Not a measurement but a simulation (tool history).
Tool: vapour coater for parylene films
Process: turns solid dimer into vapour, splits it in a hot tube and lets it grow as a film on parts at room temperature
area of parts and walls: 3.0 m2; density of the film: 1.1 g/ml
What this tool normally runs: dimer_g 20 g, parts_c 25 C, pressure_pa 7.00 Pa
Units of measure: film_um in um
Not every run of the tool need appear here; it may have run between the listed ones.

{"run": 1, "day": 0.0, "dimer_g": 20, "parts_c": 25, "pressure_pa": 7.0, "film_um": 3.64}
{"run": 2, "day": 1.538, "dimer_g": 20, "parts_c": 22, "pressure_pa": 7.0, "film_um": 4.07}
{"run": 3, "day": 3.767, "dimer_g": 20, "parts_c": 29, "pressure_pa": 7.0, "film_um": 3.17}
{"run": 4, "day": 5.733, "dimer_g": 20, "parts_c": 29, "pressure_pa": 7.0, "film_um": 3.06}
{"run": 5, "day": 7.438, "dimer_g": 20, "parts_c": 29, "pressure_pa": 7.0, "film_um": 3.06}
{"run": 6, "day": 9.379, "dimer_g": 11, "parts_c": 21, "pressure_pa": 7.65, "film_um": 2.31}
{"run": 7, "day": 10.879, "dimer_g": 32, "parts_c": 31, "pressure_pa": 10.96, "film_um": 4.46}
{"run": 8, "day": 12.517, "dimer_g": 27, "parts_c": 25, "pressure_pa": 7.96, "film_um": 4.83}
{"run": 9, "day": 13.612, "dimer_g": 10, "parts_c": 25, "pressure_pa": 6.97, "film_um": 1.8}

For run 10, what comes out?
{"run": 10, "day": 14.933, "dimer_g": 16, "parts_c": 20, "pressure_pa": 6.97, "film_um": "?"}

For run 10 the tool returned film_um 3.49 um.
With no hidden state in the tool, this same run would have given film_um 3.80 um.

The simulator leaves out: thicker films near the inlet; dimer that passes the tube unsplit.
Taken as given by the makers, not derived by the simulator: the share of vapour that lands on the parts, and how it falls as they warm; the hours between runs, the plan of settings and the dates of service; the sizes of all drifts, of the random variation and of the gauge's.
